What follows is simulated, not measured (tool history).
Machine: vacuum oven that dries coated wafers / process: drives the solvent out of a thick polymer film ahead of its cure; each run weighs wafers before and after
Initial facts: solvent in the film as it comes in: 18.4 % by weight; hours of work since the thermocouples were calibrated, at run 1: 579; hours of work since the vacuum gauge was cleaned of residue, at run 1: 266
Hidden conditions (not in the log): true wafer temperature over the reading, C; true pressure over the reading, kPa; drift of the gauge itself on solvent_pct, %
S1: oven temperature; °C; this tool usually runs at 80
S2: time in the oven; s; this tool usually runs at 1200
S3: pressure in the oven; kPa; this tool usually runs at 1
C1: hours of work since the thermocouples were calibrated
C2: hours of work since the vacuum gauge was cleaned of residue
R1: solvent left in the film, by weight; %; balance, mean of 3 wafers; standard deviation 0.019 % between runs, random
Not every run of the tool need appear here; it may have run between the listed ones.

| run | hour | S1 | S2 | S3 | C1 | C2 | R1 |
|---|---|---|---|---|---|---|---|
| 1 | 0 | 80 | 1200 | 1 | 579 | 266 | 4.81 |
| 2 | 12.2 | 80 | 1200 | 1 | 585 | 272 | 4.86 |
| 3 | 26.5 | 80 | 1200 | 1 | 593 | 280 | 4.81 |
| 4 | 41.4 | 76 | 1200 | 1 | 601 | 288 | 6.42 |
| 5 | 65.1 | 76 | 1200 | 1 | 614 | 300 | 6.46 |
|  | 83.1 | oven's thermocouples calibrated |
| 6 | 85.5 | 76 | 1200 | 1 | 1 | 310 | 6.66 |
| 7 | 101.7 | 80 | 1200 | 1 | 10 | 319 | 5.04 |
| 8 | 123.6 | 80 | 1200 | 1 | 22 | 330 | 5.06 |
|  | 142.2 | oven's thermocouples calibrated, once more |
| 9 | 144.5 | 80 | 1080 | 1.47 | 1 | 340 | 5.39 |
| 10 | 161.3 | 69 | 1020 | 0.76 | 10 | 349 | 9.64 |
| 11 | 171.8 | 77 | 1140 | 2.2 | 16 | 355 | 6.6 |
| 12 | 187.3 | 77 | 1140 | 2.2 | 24 | 363 | 6.6 |
| 13 | 209.3 | 79 | 1980 | 1 | 36 | 375 | 2.69 |

Take each entry between the runs: how does the hidden state at the last listed run before it differ from the hidden state at the first listed run after it?
Runs 5 to 6: oven's thermocouples calibrated (hour 83.1)
  true wafer temperature over the reading, C: -0.82 -> -1.39; true pressure over the reading, kPa: 0.093 -> 0.096
  the result without the hidden state subtracted from the measured one, R1: +0.37 -> +0.6 %
Runs 8 to 9: oven's thermocouples calibrated, once more (hour 142.2)
  true wafer temperature over the reading, C: -1.41 -> -0.45; true pressure over the reading, kPa: 0.101 -> 0.104
  the result without the hidden state subtracted from the measured one, R1: +0.58 -> +0.21 %

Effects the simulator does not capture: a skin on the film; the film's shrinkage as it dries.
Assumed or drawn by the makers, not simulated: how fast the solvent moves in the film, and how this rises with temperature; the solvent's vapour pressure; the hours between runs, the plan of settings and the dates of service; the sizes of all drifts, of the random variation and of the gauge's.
